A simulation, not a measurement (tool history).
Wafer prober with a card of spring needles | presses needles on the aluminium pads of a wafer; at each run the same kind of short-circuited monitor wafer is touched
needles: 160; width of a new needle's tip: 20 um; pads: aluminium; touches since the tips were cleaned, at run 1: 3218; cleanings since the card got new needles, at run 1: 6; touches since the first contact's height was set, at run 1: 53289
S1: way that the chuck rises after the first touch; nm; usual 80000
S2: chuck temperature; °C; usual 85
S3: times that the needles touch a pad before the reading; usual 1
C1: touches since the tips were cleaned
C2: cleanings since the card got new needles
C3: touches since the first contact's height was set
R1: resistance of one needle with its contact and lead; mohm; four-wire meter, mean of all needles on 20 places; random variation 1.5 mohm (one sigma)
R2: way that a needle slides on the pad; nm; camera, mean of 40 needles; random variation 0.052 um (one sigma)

run   hour     S1   S2  S3    C1  C2      C3   R1     R2
  1      0  80000   85   1  3218   6   53289  186  14500
      14.6  -- tips cleaned on abrasive film
  2   22.6  80000   54   1  2113   7   59216  207  14500
  3   37.7  80000   85   1  6089   7   63192  202  14500
      40.6  -- tips cleaned on abrasive film
  4   50.5  69000   85   1  2598   8   66542  198  12500
      66.7  -- tips cleaned on abrasive film
  5   69.6  69000   85   1   751   9   71549  176  12380
  6   86.9  69000   85   1  5329   9   76127  219  12460
      93.2  -- tips cleaned on abrasive film
  7   99.9  80000   85   1  1752  10   79506  174  14500
     120.5  -- tips cleaned on abrasive film
  8    124  80000   85   1   931  11   85854  168  14510
  9  144.8  80000   85   1  6413  11   91336  201  14440
     147.1  -- tips cleaned on abrasive film
     163.1  -- tips cleaned on abrasive film, once more
 10  163.1  80000   85   1     0  13   96110  150  14480
     189.8  -- tips cleaned on abrasive film
 11  189.8  80000   34   1     0  14  103098  137  14370
 12  203.5  80000   34   1  3634  14  106732  184  14440
     216.1  -- tips cleaned on abrasive film
 13  228.2  82000   85   1  3181  15  113196  191  14700
     242.2  -- tips cleaned on abrasive film
 14  244.8  82000   85   1   678  16  117557  160  14780
 15  267.3  82000   85   1  6595  16  123474  194  14660
     268.7  -- tips cleaned on abrasive film
 16  283.2  80000   85   1  3822  17  127653  194  14320
       295  -- tips cleaned on abrasive film
 17  307.3  80000   57   1  3245  18  133985  192  14330
     321.2  -- tips cleaned on abrasive film
 18  326.1  80000   85   2  1304  19  138908  162  14320
     347.4  -- tips cleaned on abrasive film
 19  347.4  80000   85   3     0  20  144495  149  14330
 20  360.7  80000   85   3  3518  20  148013  159  14380
       374  -- tips cleaned on abrasive film
 21  381.3  80000   85   3  1939  21  153417  157  14300
     400.7  -- tips cleaned on abrasive film
 22  403.1  80000   85   3   627  22  159114  153  14340
 23  423.6  80000   85   3  6051  22  164538  164  14240
     427.2  -- tips cleaned on abrasive film
 24    445  82000  106   1  4687  23  170133  199  14710
     453.1  -- height of the first contact set anew
     454.6  -- tips cleaned on abrasive film
 25  456.8  80000   85   2   569  24     960  157  14620
     481.1  -- tips cleaned on abrasive film
 26    483  76000   85   2   493  25    7838  158  13800
 27  495.7  63000   34   1  3843  25   11188  221  11380
     507.6  -- tips cleaned on abrasive film
 28  515.7  71000   36   3  2138  26   16438  156  12870
 29  528.2  62000  113   1  5426  26   19726  239  11200
     533.5  -- tips cleaned on abrasive film
 30  545.8  62000  113   1  3247  27   24346  222  11190
 31  556.9  94000  113   3  6169  27   27268  163  17110
     560.6  -- tips cleaned on abrasive film
 32  580.6  94000  113   3  5287  28   33493  159  17150
     587.1  -- tips cleaned on abrasive film
 33  595.9  80000   85   1  2310  29   37491  183  14540

Measured less the same run without the tool's hidden state. The same run-to-run variation is in both; the gauge's scatter may not be:
The hidden state here: debris on the tips, nm; way that the needles fall short of the set height, um; tips' diameter, um; drift of the gauge itself on contact_mohm, %; drift of the gauge itself on scrub_um, %.
run   R1    R2
  1  +41  -100
  2  +66  -110
  3  +59  -110
  4  +52  -120
  5  +27  -140
  6  +71  -130
  7  +31  -150
  8  +21  -160
  9  +54  -170
 10   +5  -190
 11   +4  -200
 12  +49  -200
 13  +43  -220
 14  +18  -240
 15  +53  -240
 16  +49  -250
 17  +50  -270
 18  +17  -270
 19   +4  -290
 20  +17  -290
 21  +13  -310
 22   +9  -320
 23  +21  -310
 24  +50  -330
 25  +10   -20
 26  +10   -30
 27  +80   -30
 28  +18   -50
 29  +83   -40
 30  +68   -60
 31  +15   -60
 32  +14   -70
 33  +39   -80

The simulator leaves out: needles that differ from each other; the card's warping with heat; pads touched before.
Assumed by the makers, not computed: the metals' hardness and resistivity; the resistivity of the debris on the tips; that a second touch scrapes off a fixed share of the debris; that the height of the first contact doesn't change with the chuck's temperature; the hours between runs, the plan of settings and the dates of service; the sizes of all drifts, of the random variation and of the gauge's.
